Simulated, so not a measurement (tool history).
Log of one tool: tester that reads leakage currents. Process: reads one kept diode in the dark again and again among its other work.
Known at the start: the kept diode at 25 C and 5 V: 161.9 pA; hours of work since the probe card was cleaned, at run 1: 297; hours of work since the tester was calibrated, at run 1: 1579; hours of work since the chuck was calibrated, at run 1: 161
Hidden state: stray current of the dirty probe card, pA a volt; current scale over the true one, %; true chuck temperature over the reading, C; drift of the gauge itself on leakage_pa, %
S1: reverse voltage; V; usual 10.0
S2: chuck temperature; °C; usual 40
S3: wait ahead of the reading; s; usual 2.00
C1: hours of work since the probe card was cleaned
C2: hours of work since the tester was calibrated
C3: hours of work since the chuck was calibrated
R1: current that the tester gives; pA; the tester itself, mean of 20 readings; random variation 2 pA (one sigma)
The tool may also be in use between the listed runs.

run	day	S1	S2	S3	C1	C2	C3	R1
1	0.000	10.0	40	2.00	297	1579	161	704.23
2	6.417	10.0	40	2.00	401	1683	265	717.46
3	13.000	10.0	40	2.00	508	1790	371	737.25
4	19.629	2.9	40	2.00	615	1897	478	462.30
5	22.646	2.9	40	1.60	664	1946	527	468.37
# day 23.942: chuck's temperature calibrated
6	27.146	10.0	40	2.00	735	2017	52	785.61
7	33.888	5.2	40	2.00	845	2126	161	622.59
8	38.529	5.2	40	2.00	920	2202	236	627.08
9	45.129	5.2	35	2.00	1027	2308	343	445.78
10	48.296	5.2	35	2.00	1078	2360	394	450.38
11	53.725	19.8	40	2.00	1166	2448	482	1113.74
# day 55.917: chuck's temperature calibrated, once more
12	58.758	10.0	40	2.00	1246	2528	46	692.02
13	64.908	4.4	40	2.00	1346	2627	146	506.55
14	69.667	4.4	40	2.00	1423	2704	223	517.14
15	73.012	4.4	40	2.00	1477	2759	277	523.69
16	77.958	4.4	40	2.00	1557	2839	357	530.93
17	84.525	4.4	40	2.00	1663	2945	463	538.87
# day 89.908: chuck's temperature calibrated
18	91.221	10.0	40	2.00	1770	3052	21	695.02
19	94.621	10.0	40	2.00	1825	3107	76	703.47
20	100.575	10.0	40	5.18	1922	3203	173	718.04
21	103.833	10.0	40	5.18	1974	3256	225	726.47
22	107.817	1.0	40	2.00	2039	3321	290	296.02
23	114.250	1.0	40	2.00	2143	3425	394	301.26
24	118.562	4.0	40	1.64	2213	3495	464	522.34
25	122.392	4.0	40	1.64	2275	3557	526	533.42
# day 123.912: chuck's temperature calibrated
26	128.092	4.0	40	1.64	2366	3648	68	492.19
27	131.188	4.0	40	1.64	2416	3698	118	494.23
28	135.717	11.9	40	1.09	2489	3771	191	774.38
29	139.908	11.9	40	1.09	2557	3839	259	785.53
30	144.492	1.6	23	2.00	2631	3913	333	98.24
31	150.138	6.6	32	6.22	2723	4004	425	357.48
32	154.650	6.6	32	6.22	2796	4077	498	360.44
# day 158.200: chuck's temperature calibrated
33	160.383	1.1	50	6.22	2887	4169	35	603.65
34	164.592	1.1	50	6.22	2955	4237	103	608.51
35	168.458	1.1	43	6.22	3018	4300	166	376.69
36	174.550	1.1	43	6.22	3117	4398	265	384.19
# day 176.462: probe card cleaned and baked
37	179.546	1.1	43	6.22	50	4477	344	386.92
38	185.242	1.1	43	6.22	142	4569	436	392.78
39	189.967	1.1	43	6.22	219	4646	512	400.95
# day 192.383: chuck's temperature calibrated
40	196.012	11.5	26	6.22	315	4742	59	250.26

Measured less the same run without the tool's hidden state. The same run-to-run variation is in both; the gauge's scatter may not be:
run	R1
1	+25.12
2	+39.95
3	+55.42
4	+42.40
5	+46.65
6	+106.18
7	+93.32
8	+101.38
9	+82.77
10	+87.40
11	+231.35
12	+13.25
13	+15.98
14	+23.17
15	+28.41
16	+36.58
17	+47.35
18	+18.55
19	+26.12
20	+39.96
21	+47.27
22	+17.46
23	+23.08
24	+50.16
25	+56.85
26	+14.71
27	+18.72
28	+50.74
29	+60.29
30	+9.67
31	+41.93
32	+46.36
33	+11.93
34	+19.64
35	+17.51
36	+24.13
37	+26.52
38	+33.20
39	+38.91
40	+7.92
